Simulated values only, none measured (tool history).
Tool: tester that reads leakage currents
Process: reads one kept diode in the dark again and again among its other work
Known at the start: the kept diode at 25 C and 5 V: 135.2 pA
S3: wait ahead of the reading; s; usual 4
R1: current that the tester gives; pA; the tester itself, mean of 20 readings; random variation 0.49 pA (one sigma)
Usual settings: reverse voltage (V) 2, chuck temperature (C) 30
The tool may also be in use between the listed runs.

Run 1, day 0: usual settings. Result: R1 175.53 pA.
Run 2, day 3.225: usual settings. Result: R1 175.86 pA.
Run 3, day 6.783: usual settings. Result: R1 178.2 pA.
Run 4, day 9.038: usual settings but reverse voltage (V) 1.34. Result: R1 156.87 pA.
Run 5, day 12.575: usual settings. Result: R1 179.03 pA.
Run 6, day 14.212: usual settings. Result: R1 179.3 pA.
Run 7, day 15.971: usual settings. Result: R1 180.5 pA.
Run 8, day 19.579: usual settings. Result: R1 181.32 pA.
Run 9, day 21.629: usual settings. Result: R1 181.73 pA.
Run 10, day 24.542: usual settings. Result: R1 182.02 pA.
Run 11, day 26.217: usual settings. Result: R1 182.78 pA.
Run 12, day 29.662: usual settings. Result: R1 184.16 pA.
Run 13, day 33.596: usual settings. Result: R1 185.06 pA.
Run 14, day 37.221: usual settings. Result: R1 186.01 pA.
Run 15, day 39.779: usual settings but reverse voltage (V) 1.88. Result: R1 183.69 pA.
Run 16, day 41.529: usual settings. Result: R1 187.45 pA.
Run 17, day 44.496: usual settings. Result: R1 187.89 pA.
Run 18, day 46.133: usual settings. Result: R1 188.45 pA.
Run 19, day 47.908: usual settings but S3 2.72 s. Result: R1 189.38 pA.
Run 20, day 50.296: usual settings but chuck temperature (C) 21. Result: R1 80.88 pA.
Run 21, day 53.692: usual settings but reverse voltage (V) 4.2, chuck temperature (C) 38, S3 1.45 s. Result: R1 501.81 pA.
Run 22, day 57.371: usual settings but reverse voltage (V) 14.36, chuck temperature (C) 36. Result: R1 621.69 pA.
Run 23, day 59.867: usual settings but reverse voltage (V) 14.36, chuck temperature (C) 36. Result: R1 628.89 pA.
Run 24, day 62.021: usual settings but reverse voltage (V) 1.19, chuck temperature (C) 42, S3 0.95 s. Result: R1 480.13 pA.
Run 25, day 65.588: usual settings but reverse voltage (V) 1.19, chuck temperature (C) 42, S3 0.95 s. Result: R1 483.03 pA.
Run 26, day 68.183: usual settings but reverse voltage (V) 3.04, chuck temperature (C) 40, S3 6.48 s. Result: R1 545.85 pA.
Run 27, day 70.429: usual settings but chuck temperature (C) 22, S3 1.72 s. Result: R1 92.08 pA.
Run 28, day 74.029: usual settings but reverse voltage (V) 7.71, chuck temperature (C) 27, S3 0.59 s. Result: R1 233.21 pA.
Run 29, day 77.583: usual settings but chuck temperature (C) 33, S3 2.23 s. Result: R1 259.9 pA.
Run 30, day 80.988: usual settings but chuck temperature (C) 27, S3 0.83 s. Result: R1 150.37 pA.
Run 31, day 84.358: usual settings but chuck temperature (C) 51, S3 0.36 s. Result: R1 1238.65 pA.
Run 32, day 87.083: usual settings but reverse voltage (V) 19.97, chuck temperature (C) 50, S3 3.24 s. Result: R1 2383.57 pA.
Run 33, day 90.433: usual settings but reverse voltage (V) 19.97, chuck temperature (C) 27, S3 3.24 s. Result: R1 326.81 pA.
Run 34, day 92.188: usual settings but reverse voltage (V) 1.2, chuck temperature (C) 60, S3 3.03 s. Result: R1 2166.66 pA.
At day 93.079: chuck's temperature calibrated.
Run 35, day 95.479: usual settings but chuck temperature (C) 58. Result: R1 1835.2 pA.
Run 36, day 98.621: usual settings but chuck temperature (C) 58. Result: R1 1833.65 pA.
Run 37, day 102.012: usual settings but reverse voltage (V) 14.3, chuck temperature (C) 22, S3 0.89 s. Result: R1 156.21 pA.
Run 38, day 103.696: usual settings but reverse voltage (V) 6.42, chuck temperature (C) 46, S3 5.9 s. Result: R1 1010.4 pA.
Run 39, day 107.608: usual settings but reverse voltage (V) 6.42, chuck temperature (C) 46, S3 5.9 s. Result: R1 1010.47 pA.

Measured less the same run without the tool's hidden state. The same run-to-run variation is in both; the gauge's scatter may not be:
The hidden state here: stray current of the dirty probe card, pA a volt; current scale over the true one, %; true chuck temperature over the reading, C; drift of the gauge itself on leakage_pa, %.
run       R1
  1   +11.76
  2   +12.64
  3   +13.76
  4   +12.49
  5   +15.37
  6   +15.84
  7   +16.36
  8   +17.33
  9   +17.92
 10   +18.67
 11   +19.13
 12   +20.13
 13   +21.11
 14   +22.15
 15   +22.49
 16   +23.43
 17   +24.25
 18    +24.7
 19   +25.21
 20   +12.18
 21   +66.83
 22   +91.27
 23   +94.28
 24   +65.65
 25   +68.03
 26   +80.27
 27   +16.14
 28   +41.89
 29   +43.27
 30   +27.06
 31   +191.2
 32  +387.73
 33      +72
 34  +335.11
 35    -3.37
 36     +4.5
 37   +12.41
 38   +13.82
 39   +19.54
